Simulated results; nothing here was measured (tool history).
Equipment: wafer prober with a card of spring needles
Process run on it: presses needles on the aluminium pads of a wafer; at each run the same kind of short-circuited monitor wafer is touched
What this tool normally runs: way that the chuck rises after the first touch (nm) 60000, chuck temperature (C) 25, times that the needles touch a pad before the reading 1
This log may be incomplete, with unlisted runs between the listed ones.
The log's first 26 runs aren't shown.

run   hour  way that the chuck rises after the first touch (nm)  chuck temperature (C)  times that the needles touch a pad before the reading  resistance of one needle with its contact and lead (mohm)  way that a needle slides on the pad (nm)
     261.0  -- tips cleaned on abrasive film
 27  268.2                                                68000                     33                                                      1                                                        270                                     13950
     279.2  -- tips cleaned on abrasive film
 28  280.5                                                54000                     37                                                      1                                                        273                                     11070
 29  294.6                                                60000                     38                                                      1                                                        275                                     12300
     296.8  -- tips cleaned on abrasive film
 30  308.5                                                60000                     69                                                      1                                                        284                                     12310
     315.0  -- tips cleaned on abrasive film
 31  318.5                                                50000                     25                                                      1                                                        270                                     10260
 32  331.8                                                56000                     25                                                      2                                                        273                                     11480
     333.0  -- tips cleaned on abrasive film
 33  345.7                                                47000                     70                                                      2                                                        288                                      9660
     350.4  -- tips cleaned on abrasive film
 34  354.5                                                47000                     67                                                      2                                                        290                                      9620

What if the next run were any one of these 3? Each begins from the tool's condition after run 34:
  A  367.5                                                43000                     25                                                      1                                                          ?                                         ?
  B  367.5                                                60000                    123                                                      1                                                          ?                                         ?
  C  367.5                                                47000                     43                                                      2                                                          ?                                         ?

run  resistance of one needle with its contact and lead (mohm)  way that a needle slides on the pad (nm)
  A                                                        277                                      8790
  B                                                        296                                     12300
  C                                                        280                                      9610
The same runs, with their run-to-run variation unchanged, on a tool lacking any hidden condition would have given:
run  resistance of one needle with its contact and lead (mohm)  way that a needle slides on the pad (nm)
  A                                                        277                                      8790
  B                                                        296                                     12300
  C                                                        280                                      9610
